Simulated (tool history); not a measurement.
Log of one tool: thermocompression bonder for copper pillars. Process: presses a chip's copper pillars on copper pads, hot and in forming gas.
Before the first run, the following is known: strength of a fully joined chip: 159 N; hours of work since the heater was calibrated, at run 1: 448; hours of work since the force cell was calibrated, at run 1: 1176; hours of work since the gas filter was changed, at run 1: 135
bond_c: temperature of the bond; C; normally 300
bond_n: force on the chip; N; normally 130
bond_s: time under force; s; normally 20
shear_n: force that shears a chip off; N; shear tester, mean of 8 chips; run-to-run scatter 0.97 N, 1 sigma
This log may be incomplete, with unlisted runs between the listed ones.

run    hour  bond_c  bond_n  bond_s  hours of work since the heater was calibrated  hours of work since the force cell was calibrated  hours of work since the gas filter was changed  shear_n
  1       0     300     130      20                                            448                                               1176                                             135     79.8
  2    29.6     300      84      20                                            466                                               1193                                             153     55.1
  3    65.7     300      84      20                                            487                                               1215                                             174     54.5
  4     108     300      84      20                                            513                                               1240                                             199     53.5
  5   146.9     300      84      20                                            536                                               1263                                             223     54.2
  6   171.3     300     130      12                                            550                                               1278                                             237     63.2
  7   214.2     300     130      12                                            576                                               1303                                             263     64.4
      251.7  -- forming gas filter changed
  8   261.9     300     130      12                                            604                                               1331                                               6     68.2
  9   295.5     300     130      12                                            624                                               1351                                              26     68.8
 10   347.2     300     135      20                                            655                                               1382                                              57     85.3
 11     388     300     135      20                                            679                                               1407                                              81     85.2
      409.4  -- force cell calibrated
 12   428.1     300     153      20                                            702                                                 11                                             104     94.2
      442.8  -- heater calibrated with a thermocouple chip
 13     455     300     130      28                                              7                                                 26                                             119       96
 14   499.4     300     130      28                                             34                                                 52                                             146     94.8
 15   525.8     300     130      28                                             49                                                 68                                             161       93
 16   563.6     300     130      30                                             72                                                 91                                             184     96.2
 17   601.7     300     130      10                                             95                                                113                                             207     65.7
      615.9  -- heater calibrated with a thermocouple chip, once more
 18   633.1     300     130      10                                             10                                                131                                             224     60.9
 19   679.6     300     130      10                                             38                                                159                                             252     59.8
 20   710.3     316     130      52                                             56                                                177                                             270    109.3
      734.6  -- forming gas filter changed
 21   753.7     316     130      52                                             82                                                203                                              11    120.9
 22   782.7     322      90      52                                             99                                                220                                              29     98.5
 23   826.1     300     186      20                                            125                                                246                                              55    104.7
 24   875.2     300     186      20                                            154                                                275                                              84    105.4
 25   907.8     300     186      20                                            174                                                294                                             103    104.3
 26   940.8     300     186      20                                            193                                                314                                             123    101.9
 27   986.3     275      95      20                                            221                                                341                                             150     47.2
 28  1035.3     278     187      38                                            250                                                370                                             179      103
 29  1090.2     278     187      38                                            282                                                403                                             212    102.8
 30  1140.5     300     131      14                                            312                                                433                                             242     70.2
 31    1175     312      99      18                                            333                                                454                                             263     64.4
     1214.2  -- forming gas filter changed
 32  1216.4     298      94      59                                            357                                                478                                               1     91.8
 33  1256.6     303      94      59                                            381                                                502                                              25       93
 34  1282.7     311     153      11                                            397                                                518                                              41     82.2
 35  1325.7     311     153      14                                            423                                                543                                              67     88.7
 36  1377.1     327     130      33                                            453                                                574                                              97    109.5
 37  1432.5     329     188      46                                            486                                                607                                             130    139.9

Each row is a separate what-if for the run after 37, all from the same tool condition, not one after another. Results?
  A  1473.7     329      92      49                                            511                                                632                                             155        ?
  B  1473.7     309     163      20                                            511                                                632                                             155        ?
  C  1473.7     306     144      20                                            511                                                632                                             155        ?
  D  1473.7     300     176      55                                            511                                                632                                             155        ?

run  shear_n
  A    100.2
  B    100.3
  C     88.9
  D    125.6
Take away the tool's hidden state, keep each run's random variation, and the runs would have read:
run  shear_n
  A    104.9
  B    104.9
  C     92.8
  D    131.5
